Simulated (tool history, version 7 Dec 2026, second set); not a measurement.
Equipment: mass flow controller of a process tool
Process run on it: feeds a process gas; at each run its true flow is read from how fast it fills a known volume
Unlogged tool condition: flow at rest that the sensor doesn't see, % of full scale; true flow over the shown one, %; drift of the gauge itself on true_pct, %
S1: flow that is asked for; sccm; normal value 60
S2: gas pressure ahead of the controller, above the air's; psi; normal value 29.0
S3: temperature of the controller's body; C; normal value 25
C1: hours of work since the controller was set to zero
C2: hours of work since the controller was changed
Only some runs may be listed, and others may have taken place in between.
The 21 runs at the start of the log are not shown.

run 22 hour=6777.1 | S1=60 S2=29.0 S3=25 | C1=2252 C2=2252 | true_flow_(%)=101.00
run 23 hour=7004.7 | S1=52 S2=20.7 S3=25 | C1=2420 C2=2420 | true_flow_(%)=101.28
run 24 hour=7430.9 | S1=60 S2=37.7 S3=29 | C1=2735 C2=2735 | true_flow_(%)=101.35
run 25 hour=7972.7 | S1=60 S2=37.7 S3=29 | C1=3136 C2=3136 | true_flow_(%)=101.61
run 26 hour=8211.8 | S1=27 S2=29.0 S3=35 | C1=3313 C2=3313 | true_flow_(%)=102.78
run 27 hour=8596.7 | S1=15 S2=26.7 S3=25 | C1=3598 C2=3598 | true_flow_(%)=103.97
run 28 hour=8999.1 | S1=16 S2=24.9 S3=25 | C1=3895 C2=3895 | true_flow_(%)=104.13
run 29 hour=9526.0 | S1=19 S2=29.6 S3=33 | C1=4285 C2=4285 | true_flow_(%)=104.38
run 30 hour=9954.7 | S1=59 S2=29.0 S3=21 | C1=4602 C2=4602 | true_flow_(%)=101.88
-- hour=10201.3 controller's zero set anew
run 31 hour=10437.4 | S1=59 S2=29.0 S3=21 | C1=175 C2=4958 | true_flow_(%)=101.01
run 32 hour=10836.6 | S1=59 S2=32.2 S3=29 | C1=470 C2=5254 | true_flow_(%)=101.54
run 33 hour=11253.5 | S1=59 S2=28.4 S3=21 | C1=778 C2=5562 | true_flow_(%)=101.32
run 34 hour=11733.8 | S1=59 S2=28.4 S3=21 | C1=1133 C2=5917 | true_flow_(%)=101.52
run 35 hour=12145.5 | S1=59 S2=28.9 S3=21 | C1=1438 C2=6221 | true_flow_(%)=101.59
run 36 hour=12374.9 | S1=60 S2=23.6 S3=33 | C1=1607 C2=6391 | true_flow_(%)=102.44
run 37 hour=12711.9 | S1=60 S2=23.6 S3=33 | C1=1857 C2=6640 | true_flow_(%)=102.52
run 38 hour=13065.7 | S1=60 S2=23.6 S3=33 | C1=2118 C2=6902 | true_flow_(%)=102.83
run 39 hour=13305.3 | S1=21 S2=29.7 S3=22 | C1=2295 C2=7079 | true_flow_(%)=102.84
run 40 hour=13597.6 | S1=60 S2=27.6 S3=31 | C1=2512 C2=7295 | true_flow_(%)=102.83
run 41 hour=13863.2 | S1=26 S2=24.9 S3=20 | C1=2708 C2=7492 | true_flow_(%)=102.87

Consider 3 possible next runs. They are alternatives, not a sequence: every one starts from the tool as it was left by run 41. What does each give?
run A hour=14144.3 | S1=60 S2=24.1 S3=39 | C1=2916 C2=7700 | true_flow_(%)=?
run B hour=14144.3 | S1=82 S2=21.9 S3=25 | C1=2916 C2=7700 | true_flow_(%)=?
run C hour=14144.3 | S1=60 S2=30.0 S3=25 | C1=2916 C2=7700 | true_flow_(%)=?

run=A true_flow_(%)=103.47
run=B true_flow_(%)=102.45
run=C true_flow_(%)=102.54
Had the tool no hidden state, the same runs would have come out as:
run=A true_flow_(%)=100.77
run=B true_flow_(%)=99.93
run=C true_flow_(%)=99.84
